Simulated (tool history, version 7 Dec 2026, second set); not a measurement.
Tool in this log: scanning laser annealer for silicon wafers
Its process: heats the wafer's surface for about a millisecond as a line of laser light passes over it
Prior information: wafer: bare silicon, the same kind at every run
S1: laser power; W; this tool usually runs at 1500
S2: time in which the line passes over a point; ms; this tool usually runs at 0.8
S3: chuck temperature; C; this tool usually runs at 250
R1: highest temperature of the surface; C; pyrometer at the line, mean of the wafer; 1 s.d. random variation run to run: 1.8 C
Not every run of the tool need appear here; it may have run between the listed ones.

run	day	S1	S2	S3	R1
1	0	1500	0.8	250	953
2	0.721	1500	0.8	250	952
3	1.462	1500	0.8	250	954
4	2.204	1466	0.8	250	929
5	3.8	1466	0.8	250	927
6	4.942	1500	0.76	250	927
7	5.817	1500	0.76	250	929
8	7.271	1500	0.818	250	950
9	8.5	1500	0.8	250	942
10	9.767	1500	0.8	250	940
11	11.325	1500	0.8	250	939
12	12.308	1500	0.8	250	935
13	13.438	1451	0.8	250	902
# day 14.417: optics aligned, line set to its width
14	15.275	1451	0.8	250	921
15	15.962	1500	0.623	250	868
16	16.654	1500	0.623	250	869
17	17.433	1500	0.8	273	971
# day 18.438: window over the wafer cleaned
18	18.779	1500	0.8	273	999
19	20.417	1559	0.8	250	1008
20	22.017	1500	0.59	250	872
21	22.829	1500	0.59	250	869
22	23.938	1424	0.8	260	926
23	24.788	1424	0.8	260	926
24	25.504	1424	0.8	260	926
25	26.688	1424	0.8	260	928
26	28.325	1311	0.8	222	818
27	29.642	1500	0.715	220	892
28	30.533	1632	0.966	247	1106
29	32.046	1632	0.966	247	1110
30	33.654	1448	0.859	252	944
31	35.104	1448	0.859	252	943
32	36.479	1540	0.8	250	971
33	37.429	1500	0.634	250	874
34	38.767	1561	0.689	250	930
35	39.775	1561	0.798	219	946
36	40.675	1561	0.798	219	945
37	41.654	1364	0.8	250	860
38	42.633	1544	0.818	245	968
39	44.108	1544	0.818	245	964
40	45.438	1529	0.923	269	1020
# day 45.996: window over the wafer cleaned
41	46.983	1529	0.923	269	1048

Each row is a separate what-if for the run after 41, all from the same tool condition, not one after another. Results?
A	48.15	1500	0.884	234	?
B	48.15	1612	0.844	269	?
C	48.15	1334	0.804	210	?
D	48.15	1321	0.8	250	?

run	R1
A	980
B	1067
C	823
D	850
With the hidden condition removed and each run's random variation left untouched, the same runs would have given:
run	R1
A	1004
B	1094
C	843
D	870

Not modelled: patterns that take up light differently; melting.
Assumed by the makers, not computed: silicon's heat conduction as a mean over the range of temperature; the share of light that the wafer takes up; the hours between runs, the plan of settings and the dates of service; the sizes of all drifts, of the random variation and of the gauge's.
